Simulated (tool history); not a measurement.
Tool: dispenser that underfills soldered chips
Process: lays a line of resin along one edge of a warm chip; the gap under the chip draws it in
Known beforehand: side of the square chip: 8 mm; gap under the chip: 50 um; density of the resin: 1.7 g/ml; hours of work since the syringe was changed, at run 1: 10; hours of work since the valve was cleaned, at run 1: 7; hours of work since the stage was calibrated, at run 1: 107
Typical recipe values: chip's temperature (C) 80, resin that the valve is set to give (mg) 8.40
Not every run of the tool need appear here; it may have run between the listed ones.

run  hour  chip's temperature (C)  resin that the valve is set to give (mg)  hours of work since the syringe was changed  hours of work since the valve was cleaned  hours of work since the stage was calibrated  time until the resin shows at the far edge (s)  resin that the valve gave (mg)
  1   0.0                      80                                      8.40                                           10                                          7                                           107                                           175.2                            8.39
      0.9  -- new syringe of resin
  2   3.7                      80                                      8.40                                            2                                         10                                           110                                           105.3                            8.38
  3   6.6                      80                                      8.40                                            4                                         12                                           112                                           119.8                            8.34
  4  11.0                      80                                      8.40                                            7                                         15                                           115                                           150.1                            8.34
  5  13.3                      80                                      8.40                                            9                                         16                                           117                                           171.6                            8.32
     15.4  -- new syringe of resin
  6  17.7                      80                                      7.78                                            2                                         19                                           119                                            99.2                            7.75
  7  20.9                      80                                      8.40                                            4                                         22                                           122                                           114.8                            8.33
  8  23.8                      80                                      8.40                                            6                                         24                                           124                                           134.5                            8.34
  9  27.3                      80                                      8.40                                            9                                         26                                           126                                           166.0                            8.32
     29.8  -- new syringe of resin
 10  31.7                      80                                      8.40                                            1                                         29                                           129                                            96.8                            8.31
 11  36.3                      67                                      8.40                                            5                                         32                                           133                                           228.6                            8.32
 12  38.4                      80                                      9.16                                            6                                         34                                           134                                           137.1                            9.06
 13  41.2                      91                                     10.13                                            8                                         36                                           136                                            98.3                            9.99
 14  43.3                      91                                     10.13                                           10                                         37                                           138                                           110.9                            9.99
     44.2  -- new syringe of resin
 15  47.4                      68                                      8.40                                            2                                         40                                           140                                           181.2                            8.31
 16  51.1                      68                                      8.40                                            5                                         43                                           143                                           224.2                            8.28
 17  53.3                      90                                      7.72                                            7                                         44                                           145                                            94.5                            7.59
 18  55.5                      92                                     10.81                                            8                                         46                                           146                                            95.7                           10.64
     58.6  -- new syringe of resin
 19  59.4                      77                                      8.20                                            1                                         49                                           149                                           102.2                            8.08
 20  63.8                      94                                     10.53                                            4                                         52                                           152                                            61.4                           10.36
 21  67.2                      76                                     10.83                                            6                                         54                                           154                                           157.1                           10.63

What if the next run were any one of these 4? Each begins from the tool's condition after run 21:
  A  71.7                      65                                      7.82                                            9                                         57                                           157                                               ?                               ?
  B  71.7                      76                                      9.26                                            9                                         57                                           157                                               ?                               ?
  C  71.7                      67                                      8.22                                            9                                         57                                           157                                               ?                               ?
  D  71.7                      76                                      7.54                                            9                                         57                                           157                                               ?                               ?

run  time until the resin shows at the far edge (s)  resin that the valve gave (mg)
  A                                           348.2                            7.68
  B                                           201.4                            9.07
  C                                           314.4                            8.06
  D                                           213.2                            7.38
Take away the tool's hidden state, keep each run's random variation, and the runs would have read:
run  time until the resin shows at the far edge (s)  resin that the valve gave (mg)
  A                                           169.0                            7.82
  B                                            98.3                            9.24
  C                                           152.9                            8.22
  D                                           103.8                            7.52
